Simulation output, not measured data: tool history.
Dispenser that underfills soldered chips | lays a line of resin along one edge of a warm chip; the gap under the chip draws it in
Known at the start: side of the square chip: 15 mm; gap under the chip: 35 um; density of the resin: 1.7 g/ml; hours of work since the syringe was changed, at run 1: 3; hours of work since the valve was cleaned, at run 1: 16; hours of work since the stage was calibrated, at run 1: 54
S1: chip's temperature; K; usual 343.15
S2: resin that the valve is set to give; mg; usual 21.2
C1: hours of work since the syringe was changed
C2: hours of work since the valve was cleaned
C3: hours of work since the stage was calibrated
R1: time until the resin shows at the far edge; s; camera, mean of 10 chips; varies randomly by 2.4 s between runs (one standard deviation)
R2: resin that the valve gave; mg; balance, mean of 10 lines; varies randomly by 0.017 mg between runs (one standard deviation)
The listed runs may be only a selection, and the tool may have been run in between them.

{"run": 1, "hour": 0.0, "S1": 343.15, "S2": 21.2, "C1": 3, "C2": 16, "C3": 54, "R1": 262.3, "R2": 21.11}
{"hour": 5.3, "done": "new syringe of resin"}
{"run": 2, "hour": 5.9, "S1": 343.15, "S2": 18.8, "C1": 0, "C2": 20, "C3": 58, "R1": 245.1, "R2": 18.71}
{"run": 3, "hour": 11.8, "S1": 343.15, "S2": 18.8, "C1": 5, "C2": 24, "C3": 63, "R1": 279.9, "R2": 18.67}
{"hour": 14.9, "done": "new syringe of resin"}
{"run": 4, "hour": 15.7, "S1": 343.15, "S2": 18.8, "C1": 1, "C2": 27, "C3": 65, "R1": 238, "R2": 18.65}
{"run": 5, "hour": 19.2, "S1": 343.15, "S2": 18.8, "C1": 3, "C2": 29, "C3": 68, "R1": 256.5, "R2": 18.66}
{"run": 6, "hour": 24.2, "S1": 343.15, "S2": 26.1, "C1": 7, "C2": 33, "C3": 72, "R1": 281.1, "R2": 25.88}
{"hour": 24.7, "done": "new syringe of resin"}
{"run": 7, "hour": 29.5, "S1": 343.15, "S2": 26.1, "C1": 4, "C2": 37, "C3": 75, "R1": 253.4, "R2": 25.81}
{"run": 8, "hour": 33.5, "S1": 343.15, "S2": 26.1, "C1": 7, "C2": 40, "C3": 79, "R1": 275, "R2": 25.8}
{"hour": 34.8, "done": "new syringe of resin"}
{"hour": 36.2, "done": "dispensing valve cleaned and set on the balance"}
{"run": 9, "hour": 40.7, "S1": 343.15, "S2": 26.1, "C1": 4, "C2": 3, "C3": 83, "R1": 252.3, "R2": 26.06}
{"hour": 45.5, "done": "new syringe of resin"}
{"run": 10, "hour": 46.3, "S1": 343.15, "S2": 26.1, "C1": 1, "C2": 7, "C3": 87, "R1": 230.9, "R2": 26}
{"run": 11, "hour": 51.9, "S1": 329.15, "S2": 26.1, "C1": 5, "C2": 11, "C3": 91, "R1": 518.4, "R2": 25.94}
{"hour": 55.2, "done": "new syringe of resin"}
{"run": 12, "hour": 56.0, "S1": 329.15, "S2": 26.1, "C1": 1, "C2": 14, "C3": 94, "R1": 460.1, "R2": 25.94}
{"run": 13, "hour": 60.3, "S1": 329.15, "S2": 26.1, "C1": 4, "C2": 17, "C3": 97, "R1": 511.6, "R2": 25.94}
{"run": 14, "hour": 63.9, "S1": 343.15, "S2": 21.2, "C1": 6, "C2": 20, "C3": 100, "R1": 281.1, "R2": 21.04}
{"hour": 65.2, "done": "new syringe of resin"}
{"run": 15, "hour": 68.6, "S1": 343.15, "S2": 21.2, "C1": 2, "C2": 23, "C3": 103, "R1": 244, "R2": 21.03}
{"run": 16, "hour": 71.5, "S1": 343.15, "S2": 21.2, "C1": 5, "C2": 25, "C3": 105, "R1": 266.3, "R2": 20.96}
{"run": 17, "hour": 74.2, "S1": 343.15, "S2": 18.3, "C1": 7, "C2": 27, "C3": 107, "R1": 292.9, "R2": 18.11}
{"hour": 74.9, "done": "new syringe of resin"}
{"run": 18, "hour": 80.2, "S1": 343.15, "S2": 24.8, "C1": 4, "C2": 32, "C3": 111, "R1": 251.9, "R2": 24.52}
{"run": 19, "hour": 82.7, "S1": 331.15, "S2": 25.8, "C1": 6, "C2": 34, "C3": 113, "R1": 482.8, "R2": 25.44}
{"hour": 84.7, "done": "new syringe of resin"}
{"run": 20, "hour": 86.3, "S1": 331.15, "S2": 25.8, "C1": 1, "C2": 36, "C3": 116, "R1": 430.8, "R2": 25.49}
{"run": 21, "hour": 90.6, "S1": 331.15, "S2": 25.8, "C1": 4, "C2": 39, "C3": 119, "R1": 463.6, "R2": 25.45}
{"hour": 93.7, "done": "dispensing valve cleaned and set on the balance"}
{"hour": 95.6, "done": "new syringe of resin"}
{"run": 22, "hour": 97.5, "S1": 334.15, "S2": 19.9, "C1": 1, "C2": 3, "C3": 123, "R1": 373.3, "R2": 19.91}
{"run": 23, "hour": 102.8, "S1": 339.15, "S2": 23.6, "C1": 5, "C2": 7, "C3": 127, "R1": 322.1, "R2": 23.55}
{"hour": 105.4, "done": "new syringe of resin"}
{"run": 24, "hour": 105.7, "S1": 353.15, "S2": 25, "C1": 0, "C2": 8, "C3": 129, "R1": 141.4, "R2": 24.95}
{"run": 25, "hour": 110.2, "S1": 347.15, "S2": 25, "C1": 4, "C2": 12, "C3": 132, "R1": 204.4, "R2": 24.93}
{"run": 26, "hour": 113.2, "S1": 347.15, "S2": 25, "C1": 6, "C2": 14, "C3": 134, "R1": 219.7, "R2": 24.87}
{"hour": 115.4, "done": "new syringe of resin"}
{"run": 27, "hour": 116.8, "S1": 347.15, "S2": 25, "C1": 1, "C2": 17, "C3": 137, "R1": 190, "R2": 24.88}
{"run": 28, "hour": 120.6, "S1": 338.15, "S2": 25, "C1": 4, "C2": 19, "C3": 140, "R1": 314.2, "R2": 24.88}
{"run": 29, "hour": 123.3, "S1": 338.15, "S2": 25.4, "C1": 6, "C2": 21, "C3": 142, "R1": 336.4, "R2": 25.24}
{"hour": 125.4, "done": "new syringe of resin"}
{"run": 30, "hour": 126.7, "S1": 338.15, "S2": 25.4, "C1": 1, "C2": 24, "C3": 144, "R1": 290.6, "R2": 25.23}
{"run": 31, "hour": 131.3, "S1": 347.15, "S2": 19.7, "C1": 4, "C2": 27, "C3": 147, "R1": 218.4, "R2": 19.54}
{"hour": 135.2, "done": "new syringe of resin"}
{"run": 32, "hour": 135.5, "S1": 343.15, "S2": 27.2, "C1": 0, "C2": 30, "C3": 150, "R1": 226.5, "R2": 26.95}
{"run": 33, "hour": 141.1, "S1": 343.15, "S2": 20.4, "C1": 4, "C2": 34, "C3": 154, "R1": 267, "R2": 20.22}
{"hour": 145.0, "done": "new syringe of resin"}
{"run": 34, "hour": 145.5, "S1": 330.15, "S2": 21.1, "C1": 0, "C2": 37, "C3": 157, "R1": 432.6, "R2": 20.87}

Below are 5 alternative next runs, each starting from the tool's condition after run 34. Predict each:
{"run": "A", "hour": 148.0, "S1": 335.15, "S2": 21.1, "C1": 2, "C2": 39, "C3": 159, "R1": "?", "R2": "?"}
{"run": "B", "hour": 148.0, "S1": 343.15, "S2": 19.4, "C1": 2, "C2": 39, "C3": 159, "R1": "?", "R2": "?"}
{"run": "C", "hour": 148.0, "S1": 337.15, "S2": 27.4, "C1": 2, "C2": 39, "C3": 159, "R1": "?", "R2": "?"}
{"run": "D", "hour": 148.0, "S1": 330.15, "S2": 20.6, "C1": 2, "C2": 39, "C3": 159, "R1": "?", "R2": "?"}
{"run": "E", "hour": 148.0, "S1": 346.15, "S2": 25.2, "C1": 2, "C2": 39, "C3": 159, "R1": "?", "R2": "?"}

run=A R1=358.3 R2=20.85
run=B R1=247.2 R2=19.16
run=C R1=322.1 R2=27.12
run=D R1=462.4 R2=20.33
run=E R1=212.5 R2=24.85
With no hidden state in the tool, these same runs would have given:
run=A R1=352.6 R2=21.1
run=B R1=242.4 R2=19.39
run=C R1=317.1 R2=27.44
run=D R1=455.8 R2=20.57
run=E R1=208.5 R2=25.15
